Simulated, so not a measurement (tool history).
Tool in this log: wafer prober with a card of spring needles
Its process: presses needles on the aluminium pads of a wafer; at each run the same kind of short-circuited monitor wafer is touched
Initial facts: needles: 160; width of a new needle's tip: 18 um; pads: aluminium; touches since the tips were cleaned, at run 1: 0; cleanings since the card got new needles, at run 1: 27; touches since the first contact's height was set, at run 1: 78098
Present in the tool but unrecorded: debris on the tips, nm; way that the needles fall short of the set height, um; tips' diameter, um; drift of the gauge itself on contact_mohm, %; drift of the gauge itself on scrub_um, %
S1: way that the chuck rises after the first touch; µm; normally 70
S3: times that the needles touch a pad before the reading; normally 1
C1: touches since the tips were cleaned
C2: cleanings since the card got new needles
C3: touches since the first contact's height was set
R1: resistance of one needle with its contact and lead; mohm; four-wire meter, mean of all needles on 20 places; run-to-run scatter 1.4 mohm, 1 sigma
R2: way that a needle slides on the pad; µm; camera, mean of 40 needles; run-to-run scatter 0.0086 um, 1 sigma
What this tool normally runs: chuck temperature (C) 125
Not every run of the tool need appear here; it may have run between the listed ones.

run 1 hour=0.0 | S1=70 chuck_temperature_(C)=125 S3=1 | C1=0 C2=27 C3=78098 | R1=132 R2=8.950
run 2 hour=4.4 | S1=70 chuck_temperature_(C)=125 S3=1 | C1=2202 C2=27 C3=80300 | R1=151 R2=8.938
-- hour=13.1 tips cleaned on abrasive film
run 3 hour=14.5 | S1=70 chuck_temperature_(C)=125 S3=1 | C1=726 C2=28 C3=85302 | R1=141 R2=8.946
run 4 hour=22.8 | S1=70 chuck_temperature_(C)=125 S3=1 | C1=4858 C2=28 C3=89434 | R1=159 R2=8.933
-- hour=26.5 tips cleaned on abrasive film
run 5 hour=27.9 | S1=70 chuck_temperature_(C)=125 S3=1 | C1=673 C2=29 C3=91935 | R1=139 R2=8.927
run 6 hour=36.0 | S1=70 chuck_temperature_(C)=125 S3=1 | C1=4747 C2=29 C3=96009 | R1=158 R2=8.914
-- hour=39.6 tips cleaned on abrasive film
run 7 hour=45.3 | S1=70 chuck_temperature_(C)=125 S3=1 | C1=2845 C2=30 C3=100608 | R1=156 R2=8.886
run 8 hour=50.2 | S1=70 chuck_temperature_(C)=125 S3=1 | C1=5314 C2=30 C3=103077 | R1=160 R2=8.902
-- hour=52.8 tips cleaned on abrasive film
run 9 hour=58.8 | S1=70 chuck_temperature_(C)=107 S3=1 | C1=3034 C2=31 C3=107322 | R1=151 R2=8.895
-- hour=66.1 tips cleaned on abrasive film
run 10 hour=69.2 | S1=70 chuck_temperature_(C)=125 S3=1 | C1=1581 C2=32 C3=112486 | R1=149 R2=8.891
-- hour=78.9 height of the first contact set anew
-- hour=79.8 tips cleaned on abrasive film
run 11 hour=79.9 | S1=70 chuck_temperature_(C)=125 S3=1 | C1=22 C2=33 C3=442 | R1=134 R2=9.034
run 12 hour=87.5 | S1=70 chuck_temperature_(C)=125 S3=1 | C1=3845 C2=33 C3=4265 | R1=155 R2=9.039
-- hour=93.0 tips cleaned on abrasive film
run 13 hour=96.7 | S1=70 chuck_temperature_(C)=85 S3=1 | C1=1845 C2=34 C3=8785 | R1=143 R2=9.028
-- hour=106.3 tips cleaned on abrasive film
run 14 hour=107.0 | S1=70 chuck_temperature_(C)=41 S3=1 | C1=312 C2=35 C3=13887 | R1=129 R2=9.031
run 15 hour=116.8 | S1=70 chuck_temperature_(C)=41 S3=1 | C1=5244 C2=35 C3=18819 | R1=151 R2=9.018
-- hour=119.4 tips cleaned on abrasive film
run 16 hour=122.6 | S1=70 chuck_temperature_(C)=41 S3=1 | C1=1576 C2=36 C3=21651 | R1=137 R2=9.020
run 17 hour=131.0 | S1=82 chuck_temperature_(C)=41 S3=1 | C1=5767 C2=36 C3=25842 | R1=142 R2=10.560
-- hour=132.3 tips cleaned on abrasive film
run 18 hour=141.5 | S1=82 chuck_temperature_(C)=41 S3=1 | C1=4621 C2=37 C3=31071 | R1=138 R2=10.548
-- hour=145.0 tips cleaned on abrasive film
run 19 hour=147.2 | S1=58 chuck_temperature_(C)=125 S3=3 | C1=1086 C2=38 C3=33857 | R1=139 R2=7.435
run 20 hour=156.7 | S1=58 chuck_temperature_(C)=125 S3=3 | C1=5825 C2=38 C3=38596 | R1=154 R2=7.416
-- hour=157.7 tips cleaned on abrasive film
run 21 hour=163.4 | S1=54 chuck_temperature_(C)=46 S3=2 | C1=2821 C2=39 C3=41907 | R1=151 R2=6.892
-- hour=170.8 tips cleaned on abrasive film
run 22 hour=172.3 | S1=70 chuck_temperature_(C)=92 S3=1 | C1=758 C2=40 C3=46332 | R1=139 R2=8.972
run 23 hour=181.3 | S1=70 chuck_temperature_(C)=125 S3=3 | C1=5245 C2=40 C3=50819 | R1=138 R2=8.959
-- hour=184.1 tips cleaned on abrasive film
run 24 hour=188.6 | S1=70 chuck_temperature_(C)=125 S3=1 | C1=2252 C2=41 C3=54419 | R1=156 R2=8.945
-- hour=197.3 tips cleaned on abrasive film
run 25 hour=198.8 | S1=70 chuck_temperature_(C)=125 S3=1 | C1=755 C2=42 C3=59466 | R1=140 R2=8.928
run 26 hour=205.2 | S1=70 chuck_temperature_(C)=125 S3=1 | C1=3963 C2=42 C3=62674 | R1=159 R2=8.938
-- hour=210.0 tips cleaned on abrasive film
run 27 hour=210.9 | S1=82 chuck_temperature_(C)=117 S3=1 | C1=457 C2=43 C3=65476 | R1=133 R2=10.487
run 28 hour=219.7 | S1=77 chuck_temperature_(C)=26 S3=2 | C1=4864 C2=43 C3=69883 | R1=135 R2=9.828
-- hour=223.0 tips cleaned on abrasive film
run 29 hour=226.1 | S1=71 chuck_temperature_(C)=55 S3=1 | C1=1589 C2=44 C3=73048 | R1=139 R2=9.038
run 30 hour=232.7 | S1=75 chuck_temperature_(C)=89 S3=2 | C1=4893 C2=44 C3=76352 | R1=142 R2=9.567

Run 31 comes next. What will it give?
-- hour=236.5 tips cleaned on abrasive film
run 31 hour=242.3 | S1=65 chuck_temperature_(C)=93 S3=2 | C1=2897 C2=45 C3=81079 | R1=? R2=?

For run 31 the tool returned R1 147 mohm, R2 8.278 µm.
If the tool had no hidden condition, the same run with the same run-to-run variation would have returned R1 126 mohm, R2 8.411 µm.
